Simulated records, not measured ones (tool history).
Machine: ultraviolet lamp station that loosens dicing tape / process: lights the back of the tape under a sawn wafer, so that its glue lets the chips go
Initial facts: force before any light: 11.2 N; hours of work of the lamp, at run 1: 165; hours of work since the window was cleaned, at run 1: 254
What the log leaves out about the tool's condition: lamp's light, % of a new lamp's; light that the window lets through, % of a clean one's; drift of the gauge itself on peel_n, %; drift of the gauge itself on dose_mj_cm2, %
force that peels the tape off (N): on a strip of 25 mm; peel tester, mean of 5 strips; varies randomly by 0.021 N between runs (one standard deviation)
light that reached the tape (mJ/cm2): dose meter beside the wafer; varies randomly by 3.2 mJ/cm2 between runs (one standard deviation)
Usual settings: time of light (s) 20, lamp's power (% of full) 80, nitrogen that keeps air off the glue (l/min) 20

| run | day | time of light (s) | lamp's power (% of full) | nitrogen that keeps air off the glue (l/min) | hours of work of the lamp | hours of work since the window was cleaned | force that peels the tape off (N) | light that reached the tape (mJ/cm2) |
|---|---|---|---|---|---|---|---|---|
| 1 | 0.000 | 20 | 80 | 20 | 165 | 254 | 1.507 | 393 |
| 2 | 0.742 | 24 | 80 | 20 | 176 | 265 | 1.120 | 466 |
| 3 | 1.300 | 24 | 80 | 20 | 185 | 274 | 1.150 | 465 |
| 4 | 1.688 | 11 | 80 | 20 | 191 | 280 | 3.717 | 208 |
| 5 | 2.029 | 20 | 98 | 20 | 197 | 286 | 1.164 | 469 |
| 6 | 2.408 | 20 | 80 | 18 | 203 | 292 | 1.794 | 375 |
| 7 | 3.167 | 28 | 80 | 20 | 215 | 303 | 0.890 | 527 |
| 8 | 3.596 | 10 | 80 | 20 | 221 | 310 | 4.474 | 189 |
| 9 | 4.317 | 10 | 80 | 20 | 233 | 322 | 4.361 | 182 |
| 10 | 4.812 | 10 | 80 | 20 | 241 | 329 | 4.461 | 181 |
| 11 | 5.362 | 20 | 80 | 21 | 249 | 338 | 1.718 | 362 |
| 12 | 5.921 | 20 | 80 | 21 | 258 | 347 | 1.794 | 359 |
| 13 | 6.542 | 20 | 80 | 21 | 268 | 357 | 1.851 | 358 |
| 14 | 7.150 | 32 | 80 | 21 | 278 | 366 | 0.757 | 557 |
| 15 | 7.967 | 20 | 80 | 6 | 290 | 379 | 3.782 | 343 |
| 16 | 8.662 | 20 | 80 | 6 | 301 | 390 | 3.759 | 342 |
| 17 | 9.225 | 20 | 80 | 28 | 310 | 399 | 1.630 | 341 |
| 18 | 10.000 | 20 | 80 | 28 | 323 | 411 | 1.660 | 333 |
| 19 | 10.396 | 20 | 91 | 28 | 329 | 418 | 1.237 | 376 |
| 20 | 10.921 | 15 | 80 | 20 | 337 | 426 | 3.193 | 247 |
| 21 | 11.604 | 15 | 80 | 20 | 348 | 437 | 3.240 | 246 |
| 22 | 12.133 | 15 | 80 | 20 | 356 | 445 | 3.332 | 241 |
| 23 | 12.783 | 15 | 74 | 20 | 366 | 455 | 3.451 | 223 |
| 24 | 13.450 | 15 | 74 | 20 | 377 | 466 | 3.713 | 218 |
|  | 13.517 | window cleaned of glue's vapour |
| 25 | 13.992 | 16 | 75 | 18 | 385 | 8 | 3.896 | 214 |
| 26 | 14.388 | 19 | 99 | 30 | 391 | 14 | 1.618 | 327 |
| 27 | 14.742 | 33 | 74 | 24 | 397 | 19 | 1.188 | 431 |
| 28 | 15.208 | 17 | 95 | 16 | 404 | 27 | 3.035 | 277 |
| 29 | 15.721 | 34 | 80 | 28 | 412 | 35 | 0.876 | 469 |
| 30 | 16.304 | 15 | 99 | 22 | 422 | 44 | 2.981 | 250 |
| 31 | 17.058 | 15 | 99 | 22 | 434 | 56 | 2.966 | 251 |
| 32 | 17.662 | 15 | 99 | 22 | 443 | 65 | 2.999 | 246 |
|  | 17.854 | window cleaned of glue's vapour, once more |
| 33 | 18.117 | 16 | 87 | 20 | 450 | 4 | 2.447 | 299 |
| 34 | 18.862 | 10 | 80 | 28 | 462 | 16 | 4.055 | 169 |
| 35 | 19.333 | 12 | 65 | 37 | 469 | 23 | 3.916 | 161 |
| 36 | 20.129 | 12 | 65 | 9 | 482 | 36 | 6.035 | 156 |
| 37 | 20.496 | 12 | 91 | 9 | 488 | 42 | 4.827 | 224 |
| 38 | 21.338 | 12 | 91 | 9 | 501 | 55 | 4.869 | 221 |
| 39 | 21.750 | 20 | 84 | 36 | 507 | 61 | 1.398 | 337 |
| 40 | 22.292 | 18 | 80 | 7 | 516 | 70 | 4.413 | 286 |
| 41 | 22.800 | 17 | 80 | 25 | 524 | 78 | 2.540 | 266 |
| 42 | 23.404 | 23 | 80 | 23 | 533 | 88 | 1.675 | 360 |

Branching from run 42: 5 alternative next runs. What would each branch give?
| A | 23.912 | 13 | 80 | 9 | 541 | 96 | ? | ? |
| B | 23.912 | 20 | 97 | 20 | 541 | 96 | ? | ? |
| C | 23.912 | 23 | 80 | 33 | 541 | 96 | ? | ? |
| D | 23.912 | 23 | 80 | 18 | 541 | 96 | ? | ? |
| E | 23.912 | 14 | 89 | 36 | 541 | 96 | ? | ? |

| run | force that peels the tape off (N) | light that reached the tape (mJ/cm2) |
|---|---|---|
| A | 5.409 | 199 |
| B | 1.742 | 370 |
| C | 1.412 | 353 |
| D | 2.051 | 357 |
| E | 2.468 | 240 |
Stripped of hidden state, with their random variation kept, the same runs would have yielded:
| run | force that peels the tape off (N) | light that reached the tape (mJ/cm2) |
|---|---|---|
| A | 3.546 | 315 |
| B | 0.699 | 587 |
| C | 0.548 | 559 |
| D | 0.863 | 564 |
| E | 1.123 | 380 |

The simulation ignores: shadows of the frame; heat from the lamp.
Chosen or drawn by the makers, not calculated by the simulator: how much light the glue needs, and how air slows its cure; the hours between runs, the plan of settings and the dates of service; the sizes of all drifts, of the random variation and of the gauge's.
